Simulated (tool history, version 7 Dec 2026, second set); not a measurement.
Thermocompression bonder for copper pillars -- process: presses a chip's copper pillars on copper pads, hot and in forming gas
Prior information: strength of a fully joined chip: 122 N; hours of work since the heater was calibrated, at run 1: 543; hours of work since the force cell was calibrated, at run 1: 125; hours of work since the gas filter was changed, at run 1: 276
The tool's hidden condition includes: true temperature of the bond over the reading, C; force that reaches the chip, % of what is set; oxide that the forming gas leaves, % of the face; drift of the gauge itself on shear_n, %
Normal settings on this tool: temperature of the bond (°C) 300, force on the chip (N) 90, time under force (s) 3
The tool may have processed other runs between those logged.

run,hour,temperature of the bond (°C),force on the chip (N),time under force (s),hours of work since the heater was calibrated,hours of work since the force cell was calibrated,hours of work since the gas filter was changed,force that shears a chip off (N)
1,0,300,90,3,543,125,276,66.6
2,28.4,300,90,3,558,141,291,64.8
3,90.2,300,90,3,592,174,325,66.1
4,121.4,300,90,3,609,191,342,65.4
5,148.2,300,90,3,624,206,356,66
6,191.7,300,90,4,647,229,380,70.9
# hour 240.3: heater calibrated with a thermocouple chip
7,241.7,300,90,4,1,256,406,72.7
8,274.2,300,90,2,18,273,424,57
# hour 303.9: forming gas filter changed
9,327.9,300,90,3,47,302,13,66.1
10,365.7,300,90,3,68,323,34,65
11,424.4,300,90,3,100,355,66,66.4
12,458.1,300,90,3,118,373,84,66
13,511.4,326,90,3,147,402,113,81.4
14,567.8,300,90,3,178,433,144,66.3
15,602,300,90,3,197,451,162,65.1
16,629.5,300,90,3,212,466,177,66.5
17,692.4,282,90,7,246,501,211,71.9
18,731.1,282,90,7,267,522,233,74
19,787.7,282,90,7,298,552,263,72
20,821.6,300,123,4,316,571,282,86.4
21,851.8,292,124,3,333,587,298,75
22,881.9,289,81,3,349,604,315,53.4
23,937.5,289,99,2,379,634,345,53.2
24,968.9,289,126,8,396,651,362,96.5
25,1023.6,281,90,3,426,681,392,54.3
26,1062.1,324,72,8,447,702,413,91.5
# hour 1111.7: forming gas filter changed
27,1111.7,324,72,8,474,729,0,91.1
28,1174.4,272,69,4,508,763,34,43.1
29,1222.1,272,69,4,534,789,60,43.9

Predict each of these 5 candidate next runs independently; none follows another, all start after run 29:
A,1257.9,300,66,2,553,808,80,?
B,1257.9,276,80,2,553,808,80,?
C,1257.9,300,94,3,553,808,80,?
D,1257.9,296,69,4,553,808,80,?
E,1257.9,310,109,3,553,808,80,?

run,force that shears a chip off (N)
A,44.3
B,39
C,68.5
D,57.7
E,80.7
With no hidden state in the tool, these same runs would have given:
run,force that shears a chip off (N)
A,44.5
B,39.2
C,68.7
D,57.9
E,81
